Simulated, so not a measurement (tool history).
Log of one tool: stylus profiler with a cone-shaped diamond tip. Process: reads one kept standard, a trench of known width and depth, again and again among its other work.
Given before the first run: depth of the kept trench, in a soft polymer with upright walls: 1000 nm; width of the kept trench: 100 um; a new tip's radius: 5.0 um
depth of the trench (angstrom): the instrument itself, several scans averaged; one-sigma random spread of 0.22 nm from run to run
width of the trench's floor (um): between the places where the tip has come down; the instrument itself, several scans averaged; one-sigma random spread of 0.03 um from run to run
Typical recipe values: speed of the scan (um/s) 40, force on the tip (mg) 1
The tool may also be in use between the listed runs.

run,hour,speed of the scan (um/s),force on the tip (mg),depth of the trench (angstrom),width of the trench's floor (um)
1,0,40,1,10077.6,93.73
2,23.1,40,1,10075.2,93.72
3,43.8,40,1,10075.3,93.75
4,68.7,40,1,10077.1,93.68
5,96.7,40,1,10073.6,93.68
6,126.4,82,1,10076.7,93.41
7,145.3,40,1,10077.5,93.77
8,170.9,40,1,10074.2,93.72
9,209,40,1,10072.4,93.71
10,243.4,40,1,10078.2,93.67
11,270.6,40,1,10073.8,93.67
12,308.7,40,1,10072.1,93.69
13,326.5,40,1,10076.9,93.76
14,351.8,40,1,10073.6,93.68
15,380.8,40,1,10072.9,93.68
16,402.5,40,1,10076.3,93.69
17,435,17,0.76,10063.3,93.86
18,463,40,1.73,10104.1,93.75
19,491.9,40,1.73,10105,93.83
20,529,32,0.62,10054.5,93.68

Run 21, settings as shown, results not yet in. Your forecast:
21,558.5,44,1,?,?

Run 21 gave depth of the trench (angstrom) 10076, width of the trench's floor (um) 93.66.
The same run, on a tool lacking any hidden state, would have yielded depth of the trench (angstrom) 10076, width of the trench's floor (um) 93.67.
